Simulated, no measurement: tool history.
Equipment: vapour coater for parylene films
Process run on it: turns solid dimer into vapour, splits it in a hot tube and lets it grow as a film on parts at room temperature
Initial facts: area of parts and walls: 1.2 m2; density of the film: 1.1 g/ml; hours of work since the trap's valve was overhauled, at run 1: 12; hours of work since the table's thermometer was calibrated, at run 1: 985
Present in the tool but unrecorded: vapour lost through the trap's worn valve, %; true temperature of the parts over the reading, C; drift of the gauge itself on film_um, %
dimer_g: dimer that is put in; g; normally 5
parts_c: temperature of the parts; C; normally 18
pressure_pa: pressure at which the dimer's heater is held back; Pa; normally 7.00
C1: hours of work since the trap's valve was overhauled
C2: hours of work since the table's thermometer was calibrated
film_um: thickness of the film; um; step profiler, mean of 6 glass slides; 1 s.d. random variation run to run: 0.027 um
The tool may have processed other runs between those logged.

{"run": 1, "hour": 0.0, "dimer_g": 5, "parts_c": 18, "pressure_pa": 7.0, "C1": 12, "C2": 985, "film_um": 2.13}
{"run": 2, "hour": 71.6, "dimer_g": 5, "parts_c": 18, "pressure_pa": 7.0, "C1": 59, "C2": 1031, "film_um": 2.09}
{"run": 3, "hour": 117.4, "dimer_g": 5, "parts_c": 18, "pressure_pa": 7.0, "C1": 88, "C2": 1060, "film_um": 2.02}
{"run": 4, "hour": 171.2, "dimer_g": 5, "parts_c": 18, "pressure_pa": 7.0, "C1": 123, "C2": 1095, "film_um": 2.0}
{"run": 5, "hour": 240.0, "dimer_g": 5, "parts_c": 18, "pressure_pa": 7.0, "C1": 167, "C2": 1140, "film_um": 1.96}
{"run": 6, "hour": 296.7, "dimer_g": 5, "parts_c": 18, "pressure_pa": 7.0, "C1": 204, "C2": 1176, "film_um": 1.94}
{"hour": 338.7, "done": "trap's valve overhauled"}
{"run": 7, "hour": 366.5, "dimer_g": 5, "parts_c": 18, "pressure_pa": 7.0, "C1": 18, "C2": 1219, "film_um": 2.15}
{"run": 8, "hour": 412.1, "dimer_g": 5, "parts_c": 18, "pressure_pa": 7.0, "C1": 47, "C2": 1248, "film_um": 2.07}
{"run": 9, "hour": 454.2, "dimer_g": 5, "parts_c": 18, "pressure_pa": 7.0, "C1": 75, "C2": 1275, "film_um": 2.09}
{"run": 10, "hour": 516.5, "dimer_g": 5, "parts_c": 18, "pressure_pa": 7.0, "C1": 115, "C2": 1316, "film_um": 1.98}
{"run": 11, "hour": 570.8, "dimer_g": 5, "parts_c": 18, "pressure_pa": 7.0, "C1": 150, "C2": 1351, "film_um": 2.02}
{"run": 12, "hour": 626.4, "dimer_g": 5, "parts_c": 18, "pressure_pa": 7.0, "C1": 186, "C2": 1387, "film_um": 1.91}
{"run": 13, "hour": 687.7, "dimer_g": 6, "parts_c": 18, "pressure_pa": 7.0, "C1": 225, "C2": 1426, "film_um": 2.26}
{"hour": 700.6, "done": "trap's valve overhauled"}
{"run": 14, "hour": 726.3, "dimer_g": 6, "parts_c": 18, "pressure_pa": 7.0, "C1": 17, "C2": 1449, "film_um": 2.59}
{"run": 15, "hour": 771.7, "dimer_g": 8, "parts_c": 16, "pressure_pa": 2.72, "C1": 46, "C2": 1478, "film_um": 4.46}
{"run": 16, "hour": 816.9, "dimer_g": 5, "parts_c": 13, "pressure_pa": 4.26, "C1": 75, "C2": 1507, "film_um": 2.76}
{"run": 17, "hour": 861.0, "dimer_g": 8, "parts_c": 17, "pressure_pa": 3.69, "C1": 104, "C2": 1536, "film_um": 3.91}
{"run": 18, "hour": 907.2, "dimer_g": 3, "parts_c": 24, "pressure_pa": 7.0, "C1": 133, "C2": 1565, "film_um": 0.97}
{"run": 19, "hour": 963.9, "dimer_g": 3, "parts_c": 24, "pressure_pa": 7.0, "C1": 170, "C2": 1602, "film_um": 0.95}
{"run": 20, "hour": 1018.3, "dimer_g": 7, "parts_c": 14, "pressure_pa": 5.45, "C1": 205, "C2": 1637, "film_um": 3.32}
{"hour": 1057.4, "done": "trap's valve overhauled"}
{"run": 21, "hour": 1076.2, "dimer_g": 7, "parts_c": 14, "pressure_pa": 5.45, "C1": 12, "C2": 1672, "film_um": 3.62}
{"run": 22, "hour": 1147.7, "dimer_g": 4, "parts_c": 18, "pressure_pa": 3.56, "C1": 58, "C2": 1718, "film_um": 1.9}
{"run": 23, "hour": 1192.0, "dimer_g": 7, "parts_c": 18, "pressure_pa": 7.0, "C1": 87, "C2": 1747, "film_um": 2.86}

For run 24, what comes out?
{"run": 24, "hour": 1252.1, "dimer_g": 5, "parts_c": 18, "pressure_pa": 7.64, "C1": 126, "C2": 1786, "film_um": "?"}

Run 24 produced film_um 1.97 um.
Without the tool's hidden state the same run would have given film_um 2.17 um.
